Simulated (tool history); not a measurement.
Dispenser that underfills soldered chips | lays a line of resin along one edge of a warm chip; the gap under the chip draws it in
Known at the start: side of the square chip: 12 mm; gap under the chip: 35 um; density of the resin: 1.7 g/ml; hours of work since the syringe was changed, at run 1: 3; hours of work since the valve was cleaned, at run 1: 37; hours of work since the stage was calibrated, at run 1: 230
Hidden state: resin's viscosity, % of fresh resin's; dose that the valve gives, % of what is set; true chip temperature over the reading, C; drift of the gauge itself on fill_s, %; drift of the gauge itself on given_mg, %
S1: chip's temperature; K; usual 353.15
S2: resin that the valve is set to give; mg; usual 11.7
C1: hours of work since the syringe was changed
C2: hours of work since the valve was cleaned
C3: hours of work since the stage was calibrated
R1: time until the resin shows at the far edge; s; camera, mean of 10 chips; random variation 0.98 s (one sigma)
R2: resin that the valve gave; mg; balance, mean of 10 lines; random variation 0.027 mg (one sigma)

run 1 hour=0 | S1=353.15 S2=11.7 | C1=3 C2=37 C3=230 | R1=120.8 R2=11.57
-- hour=7.1 new syringe of resin
run 2 hour=7.8 | S1=353.15 S2=11.7 | C1=1 C2=42 C3=235 | R1=102.2 R2=11.45
-- hour=13.7 dispensing valve cleaned and set on the balance
run 3 hour=16.4 | S1=353.15 S2=11.7 | C1=6 C2=2 C3=241 | R1=160.8 R2=11.7
-- hour=18.7 new syringe of resin
run 4 hour=20.2 | S1=348.15 S2=11.7 | C1=1 C2=5 C3=244 | R1=138 R2=11.72
run 5 hour=27.2 | S1=367.15 S2=11.7 | C1=7 C2=10 C3=249 | R1=82.6 R2=11.63
-- hour=29 new syringe of resin
run 6 hour=35.6 | S1=367.15 S2=11.7 | C1=5 C2=16 C3=255 | R1=74.5 R2=11.67
-- hour=39.7 new syringe of resin
run 7 hour=43.3 | S1=367.15 S2=11.7 | C1=3 C2=22 C3=261 | R1=62.9 R2=11.65
run 8 hour=47.9 | S1=367.15 S2=11.7 | C1=6 C2=25 C3=264 | R1=80.7 R2=11.61
-- hour=49.9 new syringe of resin
run 9 hour=52.5 | S1=339.15 S2=11.7 | C1=2 C2=29 C3=268 | R1=246.3 R2=11.6
run 10 hour=56.2 | S1=360.15 S2=14.7 | C1=5 C2=31 C3=270 | R1=97.6 R2=14.56
run 11 hour=59.6 | S1=364.15 S2=13.6 | C1=7 C2=34 C3=273 | R1=100.4 R2=13.47
-- hour=60.5 new syringe of resin
run 12 hour=67.3 | S1=364.15 S2=13.6 | C1=5 C2=40 C3=279 | R1=84.5 R2=13.41
-- hour=71.1 new syringe of resin
run 13 hour=72.9 | S1=353.15 S2=11.7 | C1=1 C2=44 C3=283 | R1=110.1 R2=11.51
-- hour=76.9 dispensing valve cleaned and set on the balance
run 14 hour=77.6 | S1=362.15 S2=13.9 | C1=4 C2=1 C3=286 | R1=84.4 R2=13.87
-- hour=82.4 new syringe of resin
run 15 hour=82.6 | S1=362.15 S2=13.9 | C1=0 C2=4 C3=289 | R1=63.3 R2=13.84
run 16 hour=86.4 | S1=362.15 S2=13.9 | C1=3 C2=7 C3=292 | R1=80.3 R2=13.87
-- hour=92.6 new syringe of resin
run 17 hour=93.2 | S1=346.15 S2=10.4 | C1=0 C2=12 C3=297 | R1=157.8 R2=10.3
run 18 hour=97.7 | S1=340.15 S2=14.1 | C1=4 C2=15 C3=300 | R1=256.1 R2=14.01

5 ways to go on from here, each from the tool as it stands after run 18. What would each give?
run A hour=102.4 | S1=340.15 S2=11.4 | C1=7 C2=19 C3=304 | R1=? R2=?
run B hour=102.4 | S1=366.15 S2=13.2 | C1=7 C2=19 C3=304 | R1=? R2=?
run C hour=102.4 | S1=348.15 S2=11.7 | C1=7 C2=19 C3=304 | R1=? R2=?
run D hour=102.4 | S1=361.15 S2=12.3 | C1=7 C2=19 C3=304 | R1=? R2=?
run E hour=102.4 | S1=357.15 S2=11.7 | C1=7 C2=19 C3=304 | R1=? R2=?

run=A R1=354.5 R2=11.3
run=B R1=91.5 R2=13.1
run=C R1=228.5 R2=11.61
run=D R1=119.2 R2=12.21
run=E R1=147.9 R2=11.6
Without the tool's hidden state the same runs would have given:
run=A R1=185.7 R2=11.39
run=B R1=48.4 R2=13.21
run=C R1=120.1 R2=11.71
run=D R1=63.1 R2=12.32
run=E R1=78.1 R2=11.7
